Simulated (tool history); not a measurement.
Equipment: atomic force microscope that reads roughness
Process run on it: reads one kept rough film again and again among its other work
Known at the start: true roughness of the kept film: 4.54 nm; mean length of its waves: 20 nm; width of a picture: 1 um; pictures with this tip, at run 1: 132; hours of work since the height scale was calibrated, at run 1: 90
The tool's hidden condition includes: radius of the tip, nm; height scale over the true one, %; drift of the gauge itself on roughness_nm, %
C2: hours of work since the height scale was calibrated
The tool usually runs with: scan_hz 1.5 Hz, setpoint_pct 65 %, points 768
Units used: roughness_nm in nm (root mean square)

run 1 hour=0 | scan_hz=1.5 setpoint_pct=65 points=768 | pictures_with_this_tip=132 C2=90 | roughness_nm=2.485
run 2 hour=7.9 | scan_hz=1.5 setpoint_pct=65 points=768 | pictures_with_this_tip=138 C2=94 | roughness_nm=2.454
run 3 hour=14.2 | scan_hz=1.5 setpoint_pct=65 points=768 | pictures_with_this_tip=143 C2=96 | roughness_nm=2.427
run 4 hour=26.4 | scan_hz=1.5 setpoint_pct=89 points=768 | pictures_with_this_tip=151 C2=102 | roughness_nm=2.138
run 5 hour=38.2 | scan_hz=1.5 setpoint_pct=72 points=768 | pictures_with_this_tip=160 C2=107 | roughness_nm=2.295
run 6 hour=44.2 | scan_hz=1.5 setpoint_pct=65 points=768 | pictures_with_this_tip=164 C2=109 | roughness_nm=2.33
run 7 hour=53.2 | scan_hz=1.5 setpoint_pct=68 points=768 | pictures_with_this_tip=171 C2=113 | roughness_nm=2.291
run 8 hour=64.4 | scan_hz=1.5 setpoint_pct=68 points=768 | pictures_with_this_tip=179 C2=118 | roughness_nm=2.271
run 9 hour=77 | scan_hz=1.5 setpoint_pct=68 points=768 | pictures_with_this_tip=188 C2=123 | roughness_nm=2.235
run 10 hour=87.8 | scan_hz=1.5 setpoint_pct=68 points=768 | pictures_with_this_tip=196 C2=128 | roughness_nm=2.206
-- hour=94.8 new tip fitted
run 11 hour=102.5 | scan_hz=1.5 setpoint_pct=65 points=523 | pictures_with_this_tip=5 C2=134 | roughness_nm=3.216
run 12 hour=117.1 | scan_hz=1.5 setpoint_pct=65 points=692 | pictures_with_this_tip=16 C2=140 | roughness_nm=3.145
run 13 hour=124.1 | scan_hz=1.5 setpoint_pct=65 points=692 | pictures_with_this_tip=21 C2=144 | roughness_nm=3.102
run 14 hour=130.4 | scan_hz=1.5 setpoint_pct=65 points=768 | pictures_with_this_tip=25 C2=146 | roughness_nm=3.063
run 15 hour=140.8 | scan_hz=1.5 setpoint_pct=75 points=768 | pictures_with_this_tip=33 C2=151 | roughness_nm=2.934
run 16 hour=147.9 | scan_hz=1.5 setpoint_pct=75 points=768 | pictures_with_this_tip=38 C2=154 | roughness_nm=2.9
run 17 hour=157.8 | scan_hz=1.5 setpoint_pct=75 points=768 | pictures_with_this_tip=45 C2=158 | roughness_nm=2.821
run 18 hour=170.2 | scan_hz=1.5 setpoint_pct=75 points=768 | pictures_with_this_tip=54 C2=163 | roughness_nm=2.783
run 19 hour=177.2 | scan_hz=1.5 setpoint_pct=65 points=768 | pictures_with_this_tip=59 C2=166 | roughness_nm=2.843
run 20 hour=186.8 | scan_hz=1.94 setpoint_pct=86 points=492 | pictures_with_this_tip=66 C2=171 | roughness_nm=2.441
run 21 hour=193 | scan_hz=1.01 setpoint_pct=84 points=768 | pictures_with_this_tip=71 C2=173 | roughness_nm=2.681
run 22 hour=204.7 | scan_hz=0.95 setpoint_pct=62 points=355 | pictures_with_this_tip=79 C2=178 | roughness_nm=2.764
-- hour=206.8 height scale calibrated on a step standard
run 23 hour=215.7 | scan_hz=0.95 setpoint_pct=62 points=355 | pictures_with_this_tip=86 C2=4 | roughness_nm=2.707
run 24 hour=224 | scan_hz=0.8 setpoint_pct=58 points=775 | pictures_with_this_tip=92 C2=7 | roughness_nm=2.763
run 25 hour=232 | scan_hz=0.77 setpoint_pct=61 points=414 | pictures_with_this_tip=98 C2=11 | roughness_nm=2.713
run 26 hour=238.7 | scan_hz=1.51 setpoint_pct=75 points=294 | pictures_with_this_tip=103 C2=14 | roughness_nm=2.465
-- hour=248.9 height scale calibrated on a step standard, once more
run 27 hour=252.4 | scan_hz=3.29 setpoint_pct=56 points=621 | pictures_with_this_tip=112 C2=1 | roughness_nm=2.539
run 28 hour=258.8 | scan_hz=3.29 setpoint_pct=56 points=621 | pictures_with_this_tip=117 C2=4 | roughness_nm=2.517
run 29 hour=273.4 | scan_hz=3.81 setpoint_pct=83 points=497 | pictures_with_this_tip=128 C2=11 | roughness_nm=1.941
run 30 hour=280.6 | scan_hz=2.35 setpoint_pct=82 points=852 | pictures_with_this_tip=133 C2=14 | roughness_nm=2.152
run 31 hour=288.1 | scan_hz=2.18 setpoint_pct=62 points=432 | pictures_with_this_tip=138 C2=17 | roughness_nm=2.397
run 32 hour=294.1 | scan_hz=1.5 setpoint_pct=60 points=480 | pictures_with_this_tip=143 C2=19 | roughness_nm=2.438
run 33 hour=302.1 | scan_hz=1.5 setpoint_pct=60 points=480 | pictures_with_this_tip=148 C2=23 | roughness_nm=2.417
run 34 hour=314.1 | scan_hz=3.47 setpoint_pct=65 points=1024 | pictures_with_this_tip=157 C2=28 | roughness_nm=2.209
run 35 hour=327.4 | scan_hz=3.47 setpoint_pct=57 points=1024 | pictures_with_this_tip=167 C2=34 | roughness_nm=2.283
run 36 hour=336.4 | scan_hz=3.47 setpoint_pct=80 points=336 | pictures_with_this_tip=173 C2=38 | roughness_nm=1.87
run 37 hour=343.9 | scan_hz=1.86 setpoint_pct=80 points=336 | pictures_with_this_tip=179 C2=41 | roughness_nm=2.051
run 38 hour=350.9 | scan_hz=2.01 setpoint_pct=63 points=336 | pictures_with_this_tip=184 C2=44 | roughness_nm=2.198

Subtracting, for every run, the result it would have given without the tool's unlogged condition from the measured result gives the following. The same run-to-run variation enters both numbers; the gauge's scatter may not:
run=1 roughness_nm=-0.778
run=2 roughness_nm=-0.807
run=3 roughness_nm=-0.826
run=4 roughness_nm=-0.773
run=5 roughness_nm=-0.876
run=6 roughness_nm=-0.915
run=7 roughness_nm=-0.937
run=8 roughness_nm=-0.974
run=9 roughness_nm=-1.003
run=10 roughness_nm=-1.032
run=11 roughness_nm=-0.044
run=12 roughness_nm=-0.13
run=13 roughness_nm=-0.166
run=14 roughness_nm=-0.195
run=15 roughness_nm=-0.242
run=16 roughness_nm=-0.279
run=17 roughness_nm=-0.321
run=18 roughness_nm=-0.376
run=19 roughness_nm=-0.419
run=20 roughness_nm=-0.398
run=21 roughness_nm=-0.469
run=22 roughness_nm=-0.532
run=23 roughness_nm=-0.574
run=24 roughness_nm=-0.623
run=25 roughness_nm=-0.645
run=26 roughness_nm=-0.618
run=27 roughness_nm=-0.706
run=28 roughness_nm=-0.727
run=29 roughness_nm=-0.614
run=30 roughness_nm=-0.705
run=31 roughness_nm=-0.819
run=32 roughness_nm=-0.858
run=33 roughness_nm=-0.881
run=34 roughness_nm=-0.851
run=35 roughness_nm=-0.933
run=36 roughness_nm=-0.785
run=37 roughness_nm=-0.894
run=38 roughness_nm=-0.984
